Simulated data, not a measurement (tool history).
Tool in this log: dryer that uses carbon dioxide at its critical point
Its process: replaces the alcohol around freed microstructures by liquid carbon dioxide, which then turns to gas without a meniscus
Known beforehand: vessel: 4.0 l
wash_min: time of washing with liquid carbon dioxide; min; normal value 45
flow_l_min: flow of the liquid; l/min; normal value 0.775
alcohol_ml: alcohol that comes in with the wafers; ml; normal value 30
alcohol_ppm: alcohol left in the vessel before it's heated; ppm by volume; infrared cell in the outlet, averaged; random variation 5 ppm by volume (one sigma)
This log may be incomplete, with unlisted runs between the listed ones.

{"run": 1, "hour": 0.0, "wash_min": 45, "flow_l_min": 0.775, "alcohol_ml": 30, "alcohol_ppm": 40}
{"run": 2, "hour": 3.9, "wash_min": 45, "flow_l_min": 0.775, "alcohol_ml": 30, "alcohol_ppm": 45}
{"run": 3, "hour": 7.9, "wash_min": 45, "flow_l_min": 0.775, "alcohol_ml": 30, "alcohol_ppm": 35}
{"run": 4, "hour": 16.3, "wash_min": 45, "flow_l_min": 0.775, "alcohol_ml": 30, "alcohol_ppm": 50}
{"run": 5, "hour": 20.8, "wash_min": 45, "flow_l_min": 0.775, "alcohol_ml": 30, "alcohol_ppm": 43}
{"run": 6, "hour": 26.6, "wash_min": 45, "flow_l_min": 0.775, "alcohol_ml": 28, "alcohol_ppm": 37}
{"run": 7, "hour": 32.8, "wash_min": 45, "flow_l_min": 0.775, "alcohol_ml": 28, "alcohol_ppm": 35}
{"run": 8, "hour": 37.5, "wash_min": 45, "flow_l_min": 0.775, "alcohol_ml": 30, "alcohol_ppm": 50}
{"run": 9, "hour": 44.5, "wash_min": 45, "flow_l_min": 0.775, "alcohol_ml": 30, "alcohol_ppm": 39}
{"run": 10, "hour": 53.5, "wash_min": 45, "flow_l_min": 0.775, "alcohol_ml": 30, "alcohol_ppm": 38}
{"run": 11, "hour": 57.7, "wash_min": 45, "flow_l_min": 0.775, "alcohol_ml": 30, "alcohol_ppm": 35}
{"run": 12, "hour": 67.0, "wash_min": 45, "flow_l_min": 0.775, "alcohol_ml": 30, "alcohol_ppm": 56}
{"run": 13, "hour": 76.0, "wash_min": 45, "flow_l_min": 0.775, "alcohol_ml": 30, "alcohol_ppm": 50}
{"run": 14, "hour": 85.5, "wash_min": 45, "flow_l_min": 0.775, "alcohol_ml": 30, "alcohol_ppm": 48}
{"run": 15, "hour": 93.2, "wash_min": 70, "flow_l_min": 0.775, "alcohol_ml": 30, "alcohol_ppm": 36}
{"run": 16, "hour": 102.9, "wash_min": 70, "flow_l_min": 0.775, "alcohol_ml": 30, "alcohol_ppm": 41}
{"run": 17, "hour": 109.3, "wash_min": 45, "flow_l_min": 0.775, "alcohol_ml": 59, "alcohol_ppm": 69}
{"run": 18, "hour": 113.8, "wash_min": 45, "flow_l_min": 1.085, "alcohol_ml": 30, "alcohol_ppm": 37}
{"run": 19, "hour": 120.9, "wash_min": 45, "flow_l_min": 1.085, "alcohol_ml": 30, "alcohol_ppm": 37}
{"run": 20, "hour": 127.1, "wash_min": 45, "flow_l_min": 1.085, "alcohol_ml": 30, "alcohol_ppm": 35}
{"run": 21, "hour": 134.7, "wash_min": 43, "flow_l_min": 1.062, "alcohol_ml": 30, "alcohol_ppm": 44}
{"run": 22, "hour": 139.4, "wash_min": 31, "flow_l_min": 0.775, "alcohol_ml": 36, "alcohol_ppm": 166}
{"run": 23, "hour": 146.8, "wash_min": 63, "flow_l_min": 0.859, "alcohol_ml": 27, "alcohol_ppm": 42}
{"run": 24, "hour": 151.3, "wash_min": 45, "flow_l_min": 0.851, "alcohol_ml": 30, "alcohol_ppm": 50}
{"run": 25, "hour": 160.0, "wash_min": 43, "flow_l_min": 0.6, "alcohol_ml": 30, "alcohol_ppm": 125}
{"run": 26, "hour": 167.6, "wash_min": 35, "flow_l_min": 0.514, "alcohol_ml": 30, "alcohol_ppm": 348}
{"run": 27, "hour": 176.9, "wash_min": 28, "flow_l_min": 0.775, "alcohol_ml": 68, "alcohol_ppm": 404}
{"run": 28, "hour": 181.8, "wash_min": 33, "flow_l_min": 0.763, "alcohol_ml": 68, "alcohol_ppm": 236}
{"run": 29, "hour": 190.6, "wash_min": 45, "flow_l_min": 0.553, "alcohol_ml": 35, "alcohol_ppm": 147}
{"run": 30, "hour": 196.9, "wash_min": 34, "flow_l_min": 0.805, "alcohol_ml": 62, "alcohol_ppm": 172}
{"run": 31, "hour": 202.1, "wash_min": 34, "flow_l_min": 0.805, "alcohol_ml": 62, "alcohol_ppm": 175}
{"run": 32, "hour": 206.1, "wash_min": 40, "flow_l_min": 1.283, "alcohol_ml": 23, "alcohol_ppm": 48}

What will run 33 give?
{"run": 33, "hour": 215.3, "wash_min": 45, "flow_l_min": 0.531, "alcohol_ml": 30, "alcohol_ppm": "?"}

Run 33 came out at alcohol_ppm 168 ppm by volume.
On a tool with no hidden condition, and with the same random variation, this run would have come out at alcohol_ppm 80 ppm by volume.
